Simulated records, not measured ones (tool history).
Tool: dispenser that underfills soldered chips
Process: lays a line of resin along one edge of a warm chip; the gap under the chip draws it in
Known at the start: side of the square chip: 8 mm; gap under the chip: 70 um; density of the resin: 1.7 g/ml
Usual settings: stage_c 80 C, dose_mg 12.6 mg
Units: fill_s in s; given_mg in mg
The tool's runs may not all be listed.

{"run": 1, "hour": 0.0, "stage_c": 80, "dose_mg": 12.6, "fill_s": 32.3, "given_mg": 12.26}
{"hour": 9.7, "done": "new syringe of resin"}
{"run": 2, "hour": 11.9, "stage_c": 80, "dose_mg": 12.6, "fill_s": 27.3, "given_mg": 12.27}
{"hour": 24.3, "done": "new syringe of resin"}
{"run": 3, "hour": 28.6, "stage_c": 80, "dose_mg": 12.6, "fill_s": 29.2, "given_mg": 11.93}
{"hour": 39.4, "done": "new syringe of resin"}
{"run": 4, "hour": 39.9, "stage_c": 80, "dose_mg": 12.6, "fill_s": 27.1, "given_mg": 11.94}
{"run": 5, "hour": 48.5, "stage_c": 80, "dose_mg": 12.6, "fill_s": 35.9, "given_mg": 11.77}
{"hour": 54.8, "done": "new syringe of resin"}
{"run": 6, "hour": 63.9, "stage_c": 80, "dose_mg": 12.6, "fill_s": 35.8, "given_mg": 11.67}
{"hour": 70.1, "done": "new syringe of resin"}
{"hour": 73.6, "done": "dispensing valve cleaned and set on the balance"}
{"run": 7, "hour": 81.7, "stage_c": 80, "dose_mg": 14.6, "fill_s": 37.2, "given_mg": 14.45}
{"hour": 85.9, "done": "new syringe of resin"}
{"run": 8, "hour": 91.3, "stage_c": 80, "dose_mg": 14.6, "fill_s": 31.5, "given_mg": 14.31}
{"hour": 101.2, "done": "new syringe of resin"}
{"run": 9, "hour": 101.3, "stage_c": 80, "dose_mg": 16, "fill_s": 26.8, "given_mg": 15.65}
{"run": 10, "hour": 111.6, "stage_c": 80, "dose_mg": 12.6, "fill_s": 38, "given_mg": 12.13}
{"hour": 116.5, "done": "new syringe of resin"}
{"run": 11, "hour": 129.2, "stage_c": 80, "dose_mg": 12.6, "fill_s": 40.8, "given_mg": 11.97}
{"hour": 131.2, "done": "new syringe of resin"}
{"hour": 145.8, "done": "new syringe of resin"}
{"run": 12, "hour": 146.6, "stage_c": 72, "dose_mg": 12.6, "fill_s": 34.5, "given_mg": 11.85}
{"run": 13, "hour": 155.3, "stage_c": 80, "dose_mg": 12.8, "fill_s": 36.5, "given_mg": 12.11}
{"hour": 160.6, "done": "new syringe of resin"}
{"run": 14, "hour": 168.9, "stage_c": 80, "dose_mg": 12.8, "fill_s": 35.6, "given_mg": 11.88}
{"hour": 176.2, "done": "new syringe of resin"}
{"hour": 181.2, "done": "dispensing valve cleaned and set on the balance"}
{"run": 15, "hour": 184.9, "stage_c": 78, "dose_mg": 12.6, "fill_s": 35.6, "given_mg": 12.53}
{"hour": 192.2, "done": "new syringe of resin"}
{"run": 16, "hour": 202.1, "stage_c": 78, "dose_mg": 12.6, "fill_s": 39.5, "given_mg": 12.37}
{"hour": 207.5, "done": "new syringe of resin"}
{"run": 17, "hour": 212.8, "stage_c": 78, "dose_mg": 12.6, "fill_s": 33.7, "given_mg": 12.35}
{"hour": 222.6, "done": "new syringe of resin"}
{"run": 18, "hour": 222.6, "stage_c": 92, "dose_mg": 12.6, "fill_s": 17.3, "given_mg": 12.2}
{"run": 19, "hour": 234.5, "stage_c": 92, "dose_mg": 12.6, "fill_s": 27.5, "given_mg": 12.18}
{"hour": 237.9, "done": "new syringe of resin"}
{"run": 20, "hour": 248.6, "stage_c": 92, "dose_mg": 12.6, "fill_s": 27.2, "given_mg": 11.96}
{"hour": 253.6, "done": "new syringe of resin"}
{"run": 21, "hour": 257.3, "stage_c": 92, "dose_mg": 12.6, "fill_s": 20.6, "given_mg": 11.89}
{"hour": 268.9, "done": "new syringe of resin"}
{"run": 22, "hour": 274.2, "stage_c": 83, "dose_mg": 12.6, "fill_s": 28.6, "given_mg": 11.68}
{"hour": 283.9, "done": "new syringe of resin"}
{"hour": 288.5, "done": "dispensing valve cleaned and set on the balance"}
{"run": 23, "hour": 290.1, "stage_c": 90, "dose_mg": 12.6, "fill_s": 23.2, "given_mg": 12.54}
{"hour": 300.2, "done": "new syringe of resin"}
{"run": 24, "hour": 303.7, "stage_c": 89, "dose_mg": 16.2, "fill_s": 21.5, "given_mg": 15.92}
{"hour": 315.1, "done": "new syringe of resin"}
{"run": 25, "hour": 315.6, "stage_c": 89, "dose_mg": 16.2, "fill_s": 19.5, "given_mg": 15.91}
{"run": 26, "hour": 328.0, "stage_c": 86, "dose_mg": 13.5, "fill_s": 33.5, "given_mg": 13.07}
{"hour": 330.1, "done": "new syringe of resin"}
{"hour": 342.0, "done": "stage's temperature calibrated"}
{"hour": 345.8, "done": "new syringe of resin"}
{"run": 27, "hour": 345.8, "stage_c": 69, "dose_mg": 12, "fill_s": 36.3, "given_mg": 11.43}
{"hour": 361.2, "done": "new syringe of resin"}
{"run": 28, "hour": 362.0, "stage_c": 83, "dose_mg": 11.9, "fill_s": 24.4, "given_mg": 11.25}
{"run": 29, "hour": 371.3, "stage_c": 77, "dose_mg": 13, "fill_s": 40.4, "given_mg": 12.28}
{"hour": 376.7, "done": "new syringe of resin"}
{"run": 30, "hour": 385.8, "stage_c": 77, "dose_mg": 13, "fill_s": 39, "given_mg": 12.04}
{"hour": 392.2, "done": "new syringe of resin"}
{"hour": 397.3, "done": "dispensing valve cleaned and set on the balance"}
{"run": 31, "hour": 398.7, "stage_c": 73, "dose_mg": 13, "fill_s": 38.4, "given_mg": 12.99}
{"hour": 407.8, "done": "new syringe of resin"}
{"run": 32, "hour": 411.9, "stage_c": 86, "dose_mg": 13.9, "fill_s": 23, "given_mg": 13.76}
{"hour": 422.5, "done": "new syringe of resin"}
{"run": 33, "hour": 426.8, "stage_c": 85, "dose_mg": 12.4, "fill_s": 24.9, "given_mg": 12.18}
{"run": 34, "hour": 434.7, "stage_c": 91, "dose_mg": 15.1, "fill_s": 26.4, "given_mg": 14.76}

Forecast each of these 3 alternatives for the next run:
{"hour": 437.1, "done": "new syringe of resin"}
{"run": "A", "hour": 444.5, "stage_c": 92, "dose_mg": 12.6, "fill_s": "?", "given_mg": "?"}
{"hour": 437.1, "done": "new syringe of resin"}
{"run": "B", "hour": 444.5, "stage_c": 80, "dose_mg": 10.8, "fill_s": "?", "given_mg": "?"}
{"hour": 437.1, "done": "new syringe of resin"}
{"run": "C", "hour": 444.5, "stage_c": 66, "dose_mg": 11, "fill_s": "?", "given_mg": "?"}

run=A fill_s=22.4 given_mg=12.2
run=B fill_s=33.4 given_mg=10.51
run=C fill_s=53.2 given_mg=10.65
Without the tool's hidden state the same runs would have given:
run=A fill_s=17.2 given_mg=12.6
run=B fill_s=25.5 given_mg=10.86
run=C fill_s=40.7 given_mg=11

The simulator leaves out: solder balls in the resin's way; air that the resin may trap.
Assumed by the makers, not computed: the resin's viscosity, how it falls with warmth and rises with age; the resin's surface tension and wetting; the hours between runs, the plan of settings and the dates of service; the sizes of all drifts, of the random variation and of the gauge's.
